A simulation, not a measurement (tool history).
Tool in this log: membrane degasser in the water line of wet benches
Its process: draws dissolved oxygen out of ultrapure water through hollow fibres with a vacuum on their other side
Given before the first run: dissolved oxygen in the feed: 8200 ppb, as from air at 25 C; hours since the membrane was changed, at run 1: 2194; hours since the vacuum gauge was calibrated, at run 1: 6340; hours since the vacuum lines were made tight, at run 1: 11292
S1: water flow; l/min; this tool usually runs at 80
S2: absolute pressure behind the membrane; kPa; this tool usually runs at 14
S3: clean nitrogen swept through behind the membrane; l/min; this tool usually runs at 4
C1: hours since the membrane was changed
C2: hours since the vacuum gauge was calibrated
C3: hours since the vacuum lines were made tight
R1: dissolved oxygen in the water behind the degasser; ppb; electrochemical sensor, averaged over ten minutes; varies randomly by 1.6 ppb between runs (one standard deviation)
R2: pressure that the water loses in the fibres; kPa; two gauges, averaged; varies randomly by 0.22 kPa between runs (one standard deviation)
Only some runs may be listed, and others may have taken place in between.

run 1 day=0 | S1=80 S2=14 S3=4 | C1=2194 C2=6340 C3=11292 | R1=465.4 R2=51.74
run 2 day=1.588 | S1=80 S2=14 S3=4 | C1=2233 C2=6379 C3=11331 | R1=465.9 R2=51.25
run 3 day=3.575 | S1=80 S2=14 S3=4 | C1=2280 C2=6426 C3=11378 | R1=465.7 R2=51.91
run 4 day=5.012 | S1=80 S2=14 S3=6.37 | C1=2315 C2=6461 C3=11413 | R1=313.9 R2=51.71
run 5 day=7.371 | S1=80 S2=14 S3=6.37 | C1=2371 C2=6517 C3=11469 | R1=311.6 R2=51.77
run 6 day=9.912 | S1=80 S2=14 S3=6.37 | C1=2432 C2=6578 C3=11530 | R1=310.7 R2=51.62
run 7 day=13.054 | S1=80 S2=14 S3=6.37 | C1=2508 C2=6654 C3=11606 | R1=309.7 R2=51.73
run 8 day=15.233 | S1=80 S2=14 S3=8.73 | C1=2560 C2=6706 C3=11658 | R1=236 R2=51.71
run 9 day=17.979 | S1=80 S2=14 S3=8.73 | C1=2626 C2=6772 C3=11724 | R1=234.9 R2=51.69
run 10 day=20.571 | S1=66 S2=14 S3=4 | C1=2688 C2=6834 C3=11786 | R1=387.9 R2=42.79
run 11 day=23.092 | S1=66 S2=14 S3=4 | C1=2749 C2=6895 C3=11847 | R1=385.5 R2=42.74
run 12 day=25.538 | S1=84 S2=14 S3=4 | C1=2807 C2=6953 C3=11905 | R1=479.4 R2=54.12
run 13 day=28.138 | S1=84 S2=14 S3=3.65 | C1=2870 C2=7016 C3=11968 | R1=516 R2=54.29
run 14 day=30.338 | S1=84 S2=14 S3=3.65 | C1=2923 C2=7069 C3=12021 | R1=514.7 R2=54.44
run 15 day=33.217 | S1=80 S2=14 S3=4 | C1=2992 C2=7138 C3=12090 | R1=456.6 R2=51.74
run 16 day=34.95 | S1=80 S2=14 S3=7.23 | C1=3033 C2=7179 C3=12131 | R1=274.6 R2=51.53
-- day=35.7 seals of the vacuum lines changed
-- day=37.342 gauge calibrated
run 17 day=37.917 | S1=63 S2=25 S3=8.65 | C1=3103 C2=7248 C3=53 | R1=367.8 R2=40.66
run 18 day=40.571 | S1=63 S2=25 S3=8.65 | C1=3166 C2=7312 C3=117 | R1=367 R2=40.96
run 19 day=43.467 | S1=63 S2=8.7 S3=5.24 | C1=3236 C2=7382 C3=186 | R1=154.2 R2=40.58
run 20 day=45.058 | S1=63 S2=8.7 S3=5.24 | C1=3274 C2=7420 C3=225 | R1=154.3 R2=40.6
run 21 day=46.675 | S1=63 S2=33.7 S3=7.47 | C1=3313 C2=7459 C3=263 | R1=569.3 R2=40.86
run 22 day=48.167 | S1=63 S2=33.7 S3=7.47 | C1=3348 C2=7494 C3=299 | R1=574.3 R2=40.79
run 23 day=51.392 | S1=64 S2=21.5 S3=9.78 | C1=3426 C2=7572 C3=377 | R1=281.9 R2=41.38
run 24 day=54.246 | S1=64 S2=21.5 S3=9.78 | C1=3494 C2=7640 C3=445 | R1=279.9 R2=41.47
run 25 day=57.067 | S1=55 S2=13 S3=1.66 | C1=3562 C2=7708 C3=513 | R1=623.7 R2=35.63
run 26 day=58.458 | S1=90 S2=10.1 S3=2.69 | C1=3596 C2=7741 C3=546 | R1=464 R2=58.22

Run 27 comes next. What will it give?
run 27 day=61.654 | S1=80 S2=27.9 S3=5.9 | C1=3672 C2=7818 C3=623 | R1=? R2=?

{"run 27": {"R1": 712.4, "R2": 51.6}}
Were there no unlogged condition in the tool, this run, its random variation unchanged, would have produced R1 721.9 ppb, R2 51.58 kPa.

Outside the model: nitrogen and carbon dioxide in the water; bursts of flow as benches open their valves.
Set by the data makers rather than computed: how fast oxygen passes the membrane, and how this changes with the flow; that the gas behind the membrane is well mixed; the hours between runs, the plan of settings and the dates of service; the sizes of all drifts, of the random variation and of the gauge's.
